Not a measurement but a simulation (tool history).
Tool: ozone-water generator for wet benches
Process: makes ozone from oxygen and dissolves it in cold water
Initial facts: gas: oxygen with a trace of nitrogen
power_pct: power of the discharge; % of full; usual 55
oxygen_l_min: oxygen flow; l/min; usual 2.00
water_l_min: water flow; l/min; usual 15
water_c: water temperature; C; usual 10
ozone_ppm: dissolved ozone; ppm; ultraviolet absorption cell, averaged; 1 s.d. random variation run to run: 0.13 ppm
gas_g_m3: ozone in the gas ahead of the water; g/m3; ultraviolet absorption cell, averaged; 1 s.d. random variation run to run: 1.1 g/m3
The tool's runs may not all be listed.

| run | hour | power_pct | oxygen_l_min | water_l_min | water_c | ozone_ppm | gas_g_m3 |
|---|---|---|---|---|---|---|---|
| 1 | 0.0 | 55 | 2.00 | 15 | 10 | 13.9 | 191.3 |
| 2 | 88.4 | 55 | 2.00 | 15 | 10 | 14.0 | 187.7 |
| 3 | 148.0 | 55 | 2.00 | 15 | 10 | 14.1 | 189.4 |
| 4 | 200.6 | 55 | 2.00 | 15 | 10 | 14.0 | 188.5 |
| 5 | 248.4 | 55 | 2.00 | 15 | 10 | 14.1 | 190.6 |
| 6 | 342.8 | 55 | 2.00 | 15 | 10 | 14.0 | 188.4 |
| 7 | 406.3 | 55 | 2.00 | 15 | 5 | 14.7 | 189.2 |
| 8 | 491.8 | 55 | 2.18 | 15 | 10 | 14.4 | 181.7 |
| 9 | 599.4 | 53 | 2.00 | 14 | 10 | 14.4 | 185.3 |
| 10 | 691.5 | 53 | 2.00 | 14 | 10 | 14.6 | 184.3 |
| 11 | 754.8 | 62 | 1.16 | 10 | 16 | 18.5 | 268.9 |
| 12 | 826.9 | 62 | 3.45 | 11 | 16 | 20.1 | 156.2 |
| 13 | 907.8 | 62 | 3.45 | 11 | 16 | 20.0 | 156.6 |
| 14 | 980.3 | 62 | 3.45 | 11 | 16 | 20.0 | 154.9 |
| 15 | 1041.0 | 88 | 2.54 | 10 | 9 | 29.8 | 230.5 |

Predict each of these 4 candidate next runs independently; none follows another, all start after run 15:
| A | 1097.3 | 88 | 2.38 | 10 | 9 | ? | ? |
| B | 1097.3 | 55 | 2.54 | 10 | 9 | ? | ? |
| C | 1097.3 | 67 | 2.24 | 10 | 16 | ? | ? |
| D | 1097.3 | 55 | 2.00 | 9 | 10 | ? | ? |

| run | ozone_ppm | gas_g_m3 |
|---|---|---|
| A | 28.8 | 238.1 |
| B | 21.4 | 167.5 |
| C | 22.2 | 206.4 |
| D | 22.2 | 190.8 |
What these runs would have given with no unlogged condition in the tool:
| run | ozone_ppm | gas_g_m3 |
|---|---|---|
| A | 28.9 | 238.3 |
| B | 21.5 | 167.6 |
| C | 22.3 | 206.5 |
| D | 22.2 | 190.9 |
